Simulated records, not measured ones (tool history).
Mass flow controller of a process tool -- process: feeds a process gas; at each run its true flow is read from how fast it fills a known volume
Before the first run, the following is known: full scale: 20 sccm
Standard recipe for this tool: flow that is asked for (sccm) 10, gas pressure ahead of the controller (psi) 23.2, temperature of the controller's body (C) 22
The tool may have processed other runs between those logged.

run,day,flow that is asked for (sccm),gas pressure ahead of the controller (psi),temperature of the controller's body (C),true flow (%)
1,0.000,10,23.2,22,98.51
2,2.858,3,23.2,22,97.96
3,7.033,8,23.2,22,98.30
4,9.775,10,23.2,22,98.43
5,13.012,10,23.2,22,98.54
6,18.796,10,23.2,22,98.57
7,23.708,10,23.2,25,98.69
8,28.379,16,23.2,22,99.24
9,33.412,16,23.5,22,99.18
10,39.433,16,23.5,22,99.14
11,43.096,16,23.5,22,99.20
12,48.104,10,29.4,22,98.48
13,51.929,10,29.4,22,98.49
14,56.292,10,29.4,22,98.32
15,59.275,10,29.4,22,98.26
16,62.733,10,29.4,29,98.73
17,68.788,10,29.4,29,98.67
18,75.292,10,23.2,22,98.62
19,81.550,10,23.2,22,98.46
20,84.408,10,23.2,22,98.54
21,90.262,10,23.2,22,98.45
22,96.179,10,23.2,29,98.87
23,100.833,10,23.2,29,98.61
24,106.346,10,30.9,30,98.81
25,112.292,3,30.9,30,98.42
26,115.471,3,30.9,30,98.39
27,119.046,10,38.9,22,98.28
28,123.879,10,38.9,22,98.23
29,129.088,10,21.5,22,98.45
30,133.033,4,33.1,22,98.06
31,135.888,4,33.1,22,98.00
32,141.392,4,33.1,24,98.08
33,145.279,4,23.6,24,98.20
34,148.333,10,20.3,22,98.40
35,151.921,10,20.3,22,98.42
36,157.917,12,40.0,29,98.48
37,161.075,10,23.2,23,98.51
38,164.404,10,34.2,23,98.28
39,169.462,11,34.2,20,98.36
40,174.021,11,38.6,20,98.23
41,178.879,10,26.3,28,98.47

Table of differences, measured result less the result of that run with no hidden state. Run-to-run variation is the same in both. Gauge scatter possibly is not:
Hidden conditions of the tool in this case: flow at rest that the sensor doesn't see, % of full scale; true flow over the shown one, %; drift of the gauge itself on true_pct, %.
run,true flow (%)
1,-0.16
2,+0.11
3,-0.14
4,-0.17
5,-0.17
6,-0.18
7,-0.18
8,-0.24
9,-0.24
10,-0.25
11,-0.27
12,-0.19
13,-0.20
14,-0.21
15,-0.20
16,-0.21
17,-0.22
18,-0.21
19,-0.22
20,-0.22
21,-0.23
22,-0.23
23,-0.24
24,-0.23
25,+0.43
26,+0.44
27,-0.25
28,-0.26
29,-0.26
30,+0.22
31,+0.23
32,+0.24
33,+0.24
34,-0.27
35,-0.28
36,-0.33
37,-0.28
38,-0.28
39,-0.32
40,-0.32
41,-0.30
